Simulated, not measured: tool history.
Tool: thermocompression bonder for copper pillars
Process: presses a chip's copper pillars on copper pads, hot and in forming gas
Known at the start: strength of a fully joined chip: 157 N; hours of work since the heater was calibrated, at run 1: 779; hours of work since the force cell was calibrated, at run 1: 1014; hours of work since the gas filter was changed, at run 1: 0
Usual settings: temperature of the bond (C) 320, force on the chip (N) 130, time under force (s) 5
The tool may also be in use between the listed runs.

run	day	temperature of the bond (C)	force on the chip (N)	time under force (s)	hours of work since the heater was calibrated	hours of work since the force cell was calibrated	hours of work since the gas filter was changed	force that shears a chip off (N)
1	0	320	130	5	779	1014	0	113.3
2	1.408	320	130	5	806	1041	27	112.6
3	2.362	320	163	5	824	1059	44	128
4	3.196	320	130	5	839	1074	60	112.6
5	3.942	320	91	5	853	1088	74	84.8
6	5.267	320	91	5	878	1113	99	84.3
7	6.379	320	130	5	899	1134	120	110.7
# day 6.958: forming gas filter changed
8	7.533	320	130	5	920	1156	11	112.6
9	8.438	336	130	5	937	1173	28	124.4
# day 8.946: heater calibrated with a thermocouple chip
10	9.867	336	130	5	17	1198	53	120.1
# day 10.017: force cell calibrated
11	10.983	320	130	5	37	18	73	106.3
12	11.762	320	130	5	52	33	88	105.9
13	13.325	320	130	5	81	62	117	104.7
# day 14.038: forming gas filter changed
14	14.275	320	130	5	99	80	4	107.9
15	15.204	301	131	6	116	97	22	97.2
16	16.025	327	131	10	132	113	37	131
17	17.138	327	131	10	153	134	58	129.7
# day 18.496: force cell calibrated, once more
18	18.7	327	131	10	181	4	87	133.5
19	19.783	292	131	10	201	24	107	107.3
# day 21.062: forming gas filter changed
20	21.225	292	131	10	228	51	3	109.6
21	22.05	292	131	10	244	67	19	108.6
22	22.775	292	131	10	257	80	32	108.7
23	23.596	311	191	6	273	96	48	134.6
24	25.171	303	89	5	302	125	77	69.5
25	26.479	350	117	5	327	150	102	125.2
26	27.192	350	117	5	340	163	115	125
# day 27.971: forming gas filter changed
27	28.558	350	117	5	366	189	11	127.1

5 ways to go on from here, each from the tool as it stands after run 27. What would each give?
A	29.654	318	117	5	386	209	32	?
B	29.654	350	117	7	386	209	32	?
C	29.654	350	132	5	386	209	32	?
D	29.654	302	179	4	386	209	32	?
E	29.654	320	155	5	386	209	32	?

run	force that shears a chip off (N)
A	103.3
B	133.7
C	134.6
D	115.3
E	125.5
Without the tool's hidden state the same runs would have given:
run	force that shears a chip off (N)
A	103.3
B	134.2
C	135.2
D	115.5
E	125.8
